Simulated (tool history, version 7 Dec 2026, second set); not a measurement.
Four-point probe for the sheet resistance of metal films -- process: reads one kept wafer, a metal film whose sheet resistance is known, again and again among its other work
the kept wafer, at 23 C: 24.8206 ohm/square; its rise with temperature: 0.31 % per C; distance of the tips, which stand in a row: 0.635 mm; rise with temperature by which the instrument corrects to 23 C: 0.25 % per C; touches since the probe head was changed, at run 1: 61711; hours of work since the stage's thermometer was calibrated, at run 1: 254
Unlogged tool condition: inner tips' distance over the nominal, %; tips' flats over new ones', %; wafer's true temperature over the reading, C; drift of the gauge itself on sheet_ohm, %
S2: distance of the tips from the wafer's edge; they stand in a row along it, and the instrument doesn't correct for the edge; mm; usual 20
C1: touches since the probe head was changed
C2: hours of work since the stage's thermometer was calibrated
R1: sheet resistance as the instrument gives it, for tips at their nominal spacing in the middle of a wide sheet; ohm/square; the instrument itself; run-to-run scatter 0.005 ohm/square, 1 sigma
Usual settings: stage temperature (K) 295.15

{"run": 1, "hour": 0.0, "stage temperature (K)": 295.15, "S2": 20, "C1": 61711, "C2": 254, "R1": 24.899008}
{"run": 2, "hour": 59.9, "stage temperature (K)": 295.15, "S2": 20, "C1": 63527, "C2": 298, "R1": 24.895553}
{"run": 3, "hour": 137.2, "stage temperature (K)": 295.15, "S2": 20, "C1": 65869, "C2": 354, "R1": 24.908973}
{"run": 4, "hour": 181.7, "stage temperature (K)": 295.15, "S2": 66, "C1": 67216, "C2": 386, "R1": 24.897023}
{"run": 5, "hour": 228.4, "stage temperature (K)": 295.15, "S2": 66, "C1": 68631, "C2": 420, "R1": 24.898946}
{"run": 6, "hour": 302.5, "stage temperature (K)": 295.15, "S2": 66, "C1": 70877, "C2": 474, "R1": 24.901414}
{"run": 7, "hour": 353.5, "stage temperature (K)": 295.15, "S2": 66, "C1": 72423, "C2": 511, "R1": 24.909874}
{"run": 8, "hour": 442.4, "stage temperature (K)": 295.15, "S2": 20, "C1": 75117, "C2": 576, "R1": 24.927121}
{"run": 9, "hour": 526.5, "stage temperature (K)": 295.15, "S2": 20, "C1": 77665, "C2": 637, "R1": 24.927009}
{"run": 10, "hour": 599.6, "stage temperature (K)": 295.15, "S2": 20, "C1": 79879, "C2": 690, "R1": 24.946258}
{"run": 11, "hour": 665.1, "stage temperature (K)": 295.15, "S2": 20, "C1": 81866, "C2": 737, "R1": 24.941654}
{"run": 12, "hour": 710.1, "stage temperature (K)": 295.15, "S2": 20, "C1": 83227, "C2": 770, "R1": 24.944021}
{"run": 13, "hour": 783.5, "stage temperature (K)": 295.15, "S2": 20, "C1": 85452, "C2": 823, "R1": 24.950016}
{"run": 14, "hour": 833.0, "stage temperature (K)": 295.15, "S2": 20, "C1": 86954, "C2": 859, "R1": 24.946213}
{"run": 15, "hour": 909.3, "stage temperature (K)": 295.15, "S2": 13, "C1": 89266, "C2": 915, "R1": 24.966444}
{"run": 16, "hour": 957.0, "stage temperature (K)": 295.15, "S2": 13, "C1": 90710, "C2": 949, "R1": 24.980903}
{"run": 17, "hour": 1045.6, "stage temperature (K)": 296.15, "S2": 20, "C1": 93395, "C2": 1014, "R1": 25.000906}
{"run": 18, "hour": 1124.1, "stage temperature (K)": 296.15, "S2": 20, "C1": 95773, "C2": 1071, "R1": 24.995323}
{"run": 19, "hour": 1166.8, "stage temperature (K)": 295.15, "S2": 20, "C1": 97067, "C2": 1102, "R1": 24.983493}
{"run": 20, "hour": 1222.1, "stage temperature (K)": 295.15, "S2": 20, "C1": 98745, "C2": 1142, "R1": 24.974914}
{"run": 21, "hour": 1279.7, "stage temperature (K)": 295.15, "S2": 20, "C1": 100489, "C2": 1184, "R1": 24.979048}
{"run": 22, "hour": 1349.9, "stage temperature (K)": 295.15, "S2": 20, "C1": 102618, "C2": 1235, "R1": 24.985579}
{"run": 23, "hour": 1402.4, "stage temperature (K)": 295.15, "S2": 20, "C1": 104207, "C2": 1273, "R1": 24.988731}
{"run": 24, "hour": 1439.9, "stage temperature (K)": 293.15, "S2": 14, "C1": 105343, "C2": 1300, "R1": 24.97698}
{"run": 25, "hour": 1511.5, "stage temperature (K)": 293.15, "S2": 14, "C1": 107514, "C2": 1352, "R1": 24.991739}
{"run": 26, "hour": 1583.0, "stage temperature (K)": 296.15, "S2": 4, "C1": 109680, "C2": 1404, "R1": 25.350578}
{"run": 27, "hour": 1629.0, "stage temperature (K)": 296.15, "S2": 4, "C1": 111073, "C2": 1438, "R1": 25.340708}
{"run": 28, "hour": 1709.7, "stage temperature (K)": 295.15, "S2": 4, "C1": 113520, "C2": 1496, "R1": 25.334951}
{"hour": 1714.9, "done": "stage's thermometer calibrated"}
{"run": 29, "hour": 1764.0, "stage temperature (K)": 295.15, "S2": 4, "C1": 115149, "C2": 36, "R1": 25.34441}
{"run": 30, "hour": 1833.5, "stage temperature (K)": 305.15, "S2": 3, "C1": 117257, "C2": 86, "R1": 25.765686}
{"run": 31, "hour": 1878.1, "stage temperature (K)": 305.15, "S2": 3, "C1": 118607, "C2": 119, "R1": 25.780352}
{"run": 32, "hour": 1967.3, "stage temperature (K)": 296.15, "S2": 10, "C1": 121312, "C2": 183, "R1": 25.096532}
{"run": 33, "hour": 2004.3, "stage temperature (K)": 296.15, "S2": 10, "C1": 122430, "C2": 210, "R1": 25.110521}
{"run": 34, "hour": 2085.6, "stage temperature (K)": 295.15, "S2": 5, "C1": 124894, "C2": 269, "R1": 25.260479}
{"hour": 2132.7, "done": "stage's thermometer calibrated, once more"}
{"run": 35, "hour": 2142.2, "stage temperature (K)": 295.15, "S2": 5, "C1": 126596, "C2": 7, "R1": 25.224353}
{"run": 36, "hour": 2219.1, "stage temperature (K)": 299.15, "S2": 14, "C1": 128924, "C2": 63, "R1": 25.103583}
{"run": 37, "hour": 2281.3, "stage temperature (K)": 303.15, "S2": 8, "C1": 130809, "C2": 108, "R1": 25.22923}
{"run": 38, "hour": 2335.6, "stage temperature (K)": 303.15, "S2": 8, "C1": 132455, "C2": 147, "R1": 25.237382}
{"run": 39, "hour": 2404.2, "stage temperature (K)": 304.15, "S2": 28, "C1": 134534, "C2": 197, "R1": 25.169802}
{"run": 40, "hour": 2465.2, "stage temperature (K)": 298.15, "S2": 22, "C1": 136381, "C2": 241, "R1": 25.090393}
{"run": 41, "hour": 2524.3, "stage temperature (K)": 297.15, "S2": 74, "C1": 138174, "C2": 284, "R1": 25.074007}
{"run": 42, "hour": 2606.6, "stage temperature (K)": 296.15, "S2": 23, "C1": 140667, "C2": 344, "R1": 25.077397}
{"run": 43, "hour": 2662.7, "stage temperature (K)": 296.15, "S2": 7, "C1": 142367, "C2": 385, "R1": 25.173706}
{"run": 44, "hour": 2754.2, "stage temperature (K)": 299.15, "S2": 11, "C1": 145140, "C2": 451, "R1": 25.168322}
{"run": 45, "hour": 2809.4, "stage temperature (K)": 299.15, "S2": 11, "C1": 146813, "C2": 492, "R1": 25.169874}

Each row is a separate what-if for the run after 45, all from the same tool condition, not one after another. Results?
{"run": "A", "hour": 2898.7, "stage temperature (K)": 295.15, "S2": 5, "C1": 149520, "C2": 556, "R1": "?"}
{"run": "B", "hour": 2898.7, "stage temperature (K)": 296.15, "S2": 20, "C1": 149520, "C2": 556, "R1": "?"}
{"run": "C", "hour": 2898.7, "stage temperature (K)": 298.15, "S2": 8, "C1": 149520, "C2": 556, "R1": "?"}
{"run": "D", "hour": 2898.7, "stage temperature (K)": 293.15, "S2": 6, "C1": 149520, "C2": 556, "R1": "?"}

run=A R1=25.282059
run=B R1=25.09028
run=C R1=25.198965
run=D R1=25.186212
Take away the tool's hidden state, keep each run's random variation, and the runs would have read:
run=A R1=25.022009
run=B R1=24.832091
run=C R1=24.939795
run=D R1=24.927013
